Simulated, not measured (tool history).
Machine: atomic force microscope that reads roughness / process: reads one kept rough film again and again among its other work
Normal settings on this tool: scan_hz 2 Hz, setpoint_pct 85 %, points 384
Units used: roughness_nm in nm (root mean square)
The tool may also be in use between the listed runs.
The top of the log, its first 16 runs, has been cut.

run,hour,scan_hz,setpoint_pct,points,roughness_nm
17,298.6,2,85,384,2.457
# hour 311.3: height scale calibrated on a step standard, once more
18,320.7,2,85,384,2.273
# hour 325.6: new tip fitted
19,334.2,2,85,384,3.537
20,345.8,2,85,384,3.380
21,359.5,2,85,384,3.174
22,383.1,2,64,384,3.160
23,399.2,2,64,384,2.980
24,421.8,2,64,384,2.757
25,437.5,2,64,384,2.636

Estimate the outcome of run 26 from the log above:
26,451.5,2,85,1009,?

roughness_nm: 2.313 nm (root mean square)
Without the tool's hidden state the same run would have given roughness_nm 3.735 nm (root mean square).

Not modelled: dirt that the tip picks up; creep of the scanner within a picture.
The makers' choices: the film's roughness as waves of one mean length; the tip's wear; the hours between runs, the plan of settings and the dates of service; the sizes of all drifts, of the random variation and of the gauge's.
